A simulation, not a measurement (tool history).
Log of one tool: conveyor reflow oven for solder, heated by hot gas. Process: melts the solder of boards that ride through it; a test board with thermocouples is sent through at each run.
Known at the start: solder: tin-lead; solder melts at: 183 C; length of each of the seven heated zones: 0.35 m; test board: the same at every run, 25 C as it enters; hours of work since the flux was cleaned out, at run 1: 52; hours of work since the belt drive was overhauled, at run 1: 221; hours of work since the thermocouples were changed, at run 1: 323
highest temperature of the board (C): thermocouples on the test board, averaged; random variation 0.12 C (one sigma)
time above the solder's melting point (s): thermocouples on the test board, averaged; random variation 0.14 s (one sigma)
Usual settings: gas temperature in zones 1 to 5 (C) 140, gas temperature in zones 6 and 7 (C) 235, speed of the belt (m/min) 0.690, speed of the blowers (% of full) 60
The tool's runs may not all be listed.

run,hour,gas temperature in zones 1 to 5 (C),gas temperature in zones 6 and 7 (C),speed of the belt (m/min),speed of the blowers (% of full),hours of work since the flux was cleaned out,hours of work since the belt drive was overhauled,hours of work since the thermocouples were changed,highest temperature of the board (C),time above the solder's melting point (s)
1,0.0,140,235,0.690,60,52,221,323,214.9,44.1
2,21.0,140,235,0.690,60,62,232,334,214.9,43.8
3,39.6,140,235,0.690,60,72,241,343,214.6,43.8
4,74.5,140,235,0.683,60,89,259,361,215.0,44.7
5,108.0,140,235,0.683,60,106,276,378,215.1,44.0
6,141.8,146,235,0.690,60,124,293,395,215.7,46.6
7,168.0,146,247,0.690,60,137,306,408,225.4,52.2
8,184.9,146,247,0.690,60,145,315,417,225.3,52.2
9,206.4,146,247,0.690,60,156,326,428,225.2,52.2
10,233.3,146,247,0.690,60,170,339,441,225.2,52.2
11,256.3,146,247,0.690,60,182,351,453,224.9,51.8
12,279.6,146,247,0.690,60,193,363,465,224.9,51.9
13,298.0,146,247,0.690,60,203,372,474,224.9,51.9
14,328.0,130,235,0.690,60,218,387,490,211.4,38.7
15,366.0,130,235,0.690,60,237,407,509,211.0,38.3
16,384.4,130,235,0.690,60,247,416,518,211.0,38.5
17,410.1,149,249,0.628,67,260,429,531,231.7,61.9
# hour 437.4: flux residue cleaned out of gas plates and filters
18,450.8,149,249,0.628,67,7,447,549,234.1,63.0
19,466.4,136,249,0.735,67,15,455,557,225.6,46.6
# hour 484.2: thermocouples of zones 6 and 7 changed
20,506.0,155,235,0.706,60,34,474,11,217.1,49.2
21,538.6,155,235,0.706,60,50,491,28,217.0,49.5
22,557.7,141,224,0.634,80,60,500,37,211.1,47.0
23,588.3,141,224,0.634,80,76,516,53,210.8,46.9
24,611.1,144,246,0.813,60,87,527,64,217.2,39.4
25,635.2,140,235,0.752,60,99,540,77,211.0,37.0
26,667.5,152,235,0.752,60,116,556,93,213.9,42.9
27,698.4,152,235,0.748,56,131,572,109,213.1,42.7
28,734.6,155,250,0.748,56,150,590,127,225.3,51.1
29,754.7,155,250,0.748,56,160,600,137,225.5,50.9
30,785.3,141,223,0.737,63,176,616,153,202.6,31.5
31,807.1,140,235,0.824,55,187,627,164,205.3,28.9

3 ways to go on from here, each from the tool as it stands after run 31. What would each give?
A,822.9,129,235,0.635,88,195,635,172,?,?
B,822.9,140,235,0.824,63,195,635,172,?,?
C,822.9,140,234,0.587,83,195,635,172,?,?

run,highest temperature of the board (C),time above the solder's melting point (s)
A,218.6,48.3
B,207.1,30.9
C,221.2,58.0
Without the tool's hidden state the same runs would have given:
run,highest temperature of the board (C),time above the solder's melting point (s)
A,220.0,49.1
B,208.7,32.2
C,222.2,58.3
